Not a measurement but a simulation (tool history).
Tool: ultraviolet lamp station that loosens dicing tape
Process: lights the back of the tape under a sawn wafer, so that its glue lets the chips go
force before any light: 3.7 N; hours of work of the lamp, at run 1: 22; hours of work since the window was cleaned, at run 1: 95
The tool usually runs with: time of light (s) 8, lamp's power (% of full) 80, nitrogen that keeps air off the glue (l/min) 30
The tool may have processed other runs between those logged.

run	hour	time of light (s)	lamp's power (% of full)	nitrogen that keeps air off the glue (l/min)	hours of work of the lamp	hours of work since the window was cleaned	force that peels the tape off (N)	light that reached the tape (mJ/cm²)
1	0.0	8	80	30	22	95	0.274	289
2	12.1	8	80	30	31	104	0.281	287
3	30.5	8	80	30	45	117	0.281	283
4	40.1	8	80	9	52	125	0.635	283
5	58.1	8	80	26	66	138	0.324	282
6	69.6	8	80	30	74	147	0.307	279
7	79.8	8	80	30	82	154	0.289	277
8	99.8	10	80	30	97	169	0.203	346
9	111.8	10	80	30	106	178	0.193	339
10	134.8	10	80	30	123	195	0.207	340
11	149.6	10	80	57	134	206	0.158	330
12	169.0	10	80	57	149	221	0.166	334
13	189.1	10	80	57	164	236	0.158	327
14	202.7	14	80	30	174	246	0.141	458
15	223.0	6	80	30	189	261	0.570	197
16	232.6	8	65	30	196	269	0.469	212
17	244.5	8	65	30	205	278	0.482	215
18	268.0	8	86	30	223	295	0.306	276
19	284.0	8	80	30	235	307	0.358	253
20	304.3	7	80	30	250	322	0.443	220
21	327.2	7	80	30	267	339	0.468	213
# hour 342.7: window cleaned of glue's vapour
22	346.8	7	80	30	281	3	0.410	237
23	368.2	14	75	23	297	19	0.171	436
24	384.9	15	80	11	310	32	0.200	494
25	396.9	15	80	11	319	41	0.204	490
26	410.2	8	77	43	329	51	0.296	253
27	420.1	7	80	15	336	58	0.639	227
28	439.6	13	75	10	351	73	0.308	390
29	455.6	13	75	10	363	84	0.319	390
30	477.2	13	75	20	379	101	0.204	389
31	495.9	13	65	10	393	115	0.445	333
32	508.6	13	65	10	403	124	0.427	332
33	530.6	11	65	47	419	141	0.248	278
34	549.3	8	80	19	433	155	0.466	245
35	562.8	8	79	30	443	165	0.375	240
36	585.6	8	79	30	460	182	0.377	241
37	602.5	8	81	14	473	194	0.603	243
38	620.2	8	80	21	486	208	0.475	236
39	633.8	8	80	21	496	218	0.488	236
40	654.0	8	80	21	511	233	0.499	234
41	667.0	8	72	48	521	243	0.382	207
42	684.7	6	64	39	534	256	0.812	141
43	700.3	6	64	27	546	268	0.926	139

Forecast each of these 5 alternatives for the next run:
A	715.6	9	64	27	557	279	?	?
B	715.6	8	75	46	557	279	?	?
C	715.6	6	69	27	557	279	?	?
D	715.6	7	71	17	557	279	?	?
E	715.6	5	64	27	557	279	?	?

run	force that peels the tape off (N)	light that reached the tape (mJ/cm²)
A	0.539	202
B	0.375	215
C	0.886	147
D	0.839	178
E	1.202	116
With the hidden condition removed and each run's random variation left untouched, the same runs would have given:
run	force that peels the tape off (N)	light that reached the tape (mJ/cm²)
A	0.325	269
B	0.227	285
C	0.578	196
D	0.543	236
E	0.849	153

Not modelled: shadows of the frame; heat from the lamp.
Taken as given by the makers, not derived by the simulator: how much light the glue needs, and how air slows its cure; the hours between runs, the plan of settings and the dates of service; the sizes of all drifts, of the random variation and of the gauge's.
